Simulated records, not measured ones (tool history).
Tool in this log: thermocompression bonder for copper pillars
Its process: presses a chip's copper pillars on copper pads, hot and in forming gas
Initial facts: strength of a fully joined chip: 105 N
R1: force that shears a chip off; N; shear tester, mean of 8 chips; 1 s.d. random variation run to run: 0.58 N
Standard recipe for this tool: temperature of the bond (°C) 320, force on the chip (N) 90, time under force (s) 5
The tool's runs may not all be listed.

{"run": 1, "hour": 0.0, "temperature of the bond (°C)": 320, "force on the chip (N)": 90, "time under force (s)": 5, "R1": 69.8}
{"run": 2, "hour": 21.8, "temperature of the bond (°C)": 320, "force on the chip (N)": 90, "time under force (s)": 5, "R1": 70.4}
{"run": 3, "hour": 31.6, "temperature of the bond (°C)": 304, "force on the chip (N)": 90, "time under force (s)": 5, "R1": 63.1}
{"run": 4, "hour": 55.2, "temperature of the bond (°C)": 320, "force on the chip (N)": 90, "time under force (s)": 5, "R1": 70.9}
{"run": 5, "hour": 70.1, "temperature of the bond (°C)": 320, "force on the chip (N)": 90, "time under force (s)": 5, "R1": 70.6}
{"run": 6, "hour": 85.1, "temperature of the bond (°C)": 320, "force on the chip (N)": 62, "time under force (s)": 5, "R1": 50.2}
{"run": 7, "hour": 108.3, "temperature of the bond (°C)": 320, "force on the chip (N)": 62, "time under force (s)": 5, "R1": 50.9}
{"run": 8, "hour": 123.3, "temperature of the bond (°C)": 320, "force on the chip (N)": 62, "time under force (s)": 5, "R1": 50.4}
{"run": 9, "hour": 139.2, "temperature of the bond (°C)": 320, "force on the chip (N)": 62, "time under force (s)": 3, "R1": 41.1}
{"run": 10, "hour": 159.0, "temperature of the bond (°C)": 320, "force on the chip (N)": 62, "time under force (s)": 3, "R1": 42.5}
{"run": 11, "hour": 170.7, "temperature of the bond (°C)": 320, "force on the chip (N)": 62, "time under force (s)": 3, "R1": 42}
{"run": 12, "hour": 191.8, "temperature of the bond (°C)": 320, "force on the chip (N)": 71, "time under force (s)": 5, "R1": 57.9}
{"run": 13, "hour": 214.9, "temperature of the bond (°C)": 320, "force on the chip (N)": 71, "time under force (s)": 5, "R1": 58.2}
{"run": 14, "hour": 237.4, "temperature of the bond (°C)": 320, "force on the chip (N)": 71, "time under force (s)": 5, "R1": 57.9}
{"run": 15, "hour": 253.5, "temperature of the bond (°C)": 341, "force on the chip (N)": 63, "time under force (s)": 7, "R1": 65.9}
{"run": 16, "hour": 264.9, "temperature of the bond (°C)": 341, "force on the chip (N)": 63, "time under force (s)": 7, "R1": 66.1}
{"run": 17, "hour": 286.8, "temperature of the bond (°C)": 341, "force on the chip (N)": 63, "time under force (s)": 7, "R1": 65.9}
{"run": 18, "hour": 309.5, "temperature of the bond (°C)": 341, "force on the chip (N)": 63, "time under force (s)": 7, "R1": 66.4}
{"run": 19, "hour": 328.7, "temperature of the bond (°C)": 341, "force on the chip (N)": 63, "time under force (s)": 7, "R1": 64.9}

Run 20 comes next. What will it give?
{"run": 20, "hour": 346.9, "temperature of the bond (°C)": 341, "force on the chip (N)": 63, "time under force (s)": 7, "R1": "?"}

Run 20 came out at R1 65.7 N.
With no hidden state in the tool, this same run would have given R1 66.1 N.
